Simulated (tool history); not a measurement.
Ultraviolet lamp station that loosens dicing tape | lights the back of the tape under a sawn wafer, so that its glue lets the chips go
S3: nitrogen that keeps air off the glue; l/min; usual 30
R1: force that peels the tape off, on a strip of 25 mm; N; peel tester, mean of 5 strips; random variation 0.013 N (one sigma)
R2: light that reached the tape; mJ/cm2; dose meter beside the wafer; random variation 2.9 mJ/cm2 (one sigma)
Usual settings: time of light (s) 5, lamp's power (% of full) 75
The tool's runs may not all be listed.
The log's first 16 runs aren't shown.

{"run": 17, "day": 13.942, "time of light (s)": 5, "lamp's power (% of full)": 75, "S3": 30, "R1": 0.975, "R2": 333}
{"day": 14.046, "done": "window cleaned of glue's vapour, once more"}
{"run": 18, "day": 15.029, "time of light (s)": 5, "lamp's power (% of full)": 75, "S3": 30, "R1": 0.705, "R2": 392}
{"run": 19, "day": 16.1, "time of light (s)": 5, "lamp's power (% of full)": 75, "S3": 14, "R1": 1.254, "R2": 392}
{"run": 20, "day": 16.921, "time of light (s)": 5, "lamp's power (% of full)": 75, "S3": 14, "R1": 1.236, "R2": 392}
{"run": 21, "day": 17.896, "time of light (s)": 5, "lamp's power (% of full)": 75, "S3": 14, "R1": 1.317, "R2": 389}
{"run": 22, "day": 18.567, "time of light (s)": 5, "lamp's power (% of full)": 75, "S3": 14, "R1": 1.311, "R2": 386}
{"run": 23, "day": 19.721, "time of light (s)": 5, "lamp's power (% of full)": 77, "S3": 30, "R1": 0.735, "R2": 395}
{"run": 24, "day": 20.788, "time of light (s)": 5, "lamp's power (% of full)": 77, "S3": 30, "R1": 0.749, "R2": 388}
{"run": 25, "day": 21.6, "time of light (s)": 5, "lamp's power (% of full)": 78, "S3": 21, "R1": 0.929, "R2": 392}
{"run": 26, "day": 22.658, "time of light (s)": 5, "lamp's power (% of full)": 68, "S3": 37, "R1": 0.847, "R2": 343}
{"run": 27, "day": 23.3, "time of light (s)": 5, "lamp's power (% of full)": 68, "S3": 37, "R1": 0.866, "R2": 334}
{"run": 28, "day": 23.983, "time of light (s)": 6, "lamp's power (% of full)": 68, "S3": 23, "R1": 0.785, "R2": 401}
{"run": 29, "day": 24.65, "time of light (s)": 8, "lamp's power (% of full)": 68, "S3": 24, "R1": 0.44, "R2": 535}
{"run": 30, "day": 25.188, "time of light (s)": 5, "lamp's power (% of full)": 90, "S3": 13, "R1": 1.066, "R2": 446}
{"run": 31, "day": 26.062, "time of light (s)": 5, "lamp's power (% of full)": 90, "S3": 13, "R1": 1.063, "R2": 440}
{"run": 32, "day": 26.933, "time of light (s)": 5, "lamp's power (% of full)": 90, "S3": 13, "R1": 1.09, "R2": 439}
{"run": 33, "day": 27.562, "time of light (s)": 5, "lamp's power (% of full)": 90, "S3": 13, "R1": 1.078, "R2": 433}
{"run": 34, "day": 28.304, "time of light (s)": 6, "lamp's power (% of full)": 70, "S3": 10, "R1": 1.48, "R2": 406}
{"run": 35, "day": 29.5, "time of light (s)": 4, "lamp's power (% of full)": 75, "S3": 12, "R1": 2.226, "R2": 288}
{"run": 36, "day": 30.354, "time of light (s)": 3, "lamp's power (% of full)": 72, "S3": 30, "R1": 2.211, "R2": 203}

4 ways to go on from here, each from the tool as it stands after run 36. What would each give?
{"run": "A", "day": 30.988, "time of light (s)": 2, "lamp's power (% of full)": 74, "S3": 37, "R1": "?", "R2": "?"}
{"run": "B", "day": 30.988, "time of light (s)": 2, "lamp's power (% of full)": 67, "S3": 30, "R1": "?", "R2": "?"}
{"run": "C", "day": 30.988, "time of light (s)": 3, "lamp's power (% of full)": 90, "S3": 30, "R1": "?", "R2": "?"}
{"run": "D", "day": 30.988, "time of light (s)": 5, "lamp's power (% of full)": 68, "S3": 30, "R1": "?", "R2": "?"}

run=A R1=3.01 R2=144
run=B R1=3.481 R2=127
run=C R1=1.618 R2=256
run=D R1=1.064 R2=323
Without the tool's hidden state the same runs would have given:
run=A R1=2.446 R2=175
run=B R1=2.917 R2=155
run=C R1=1.163 R2=311
run=D R1=0.723 R2=393
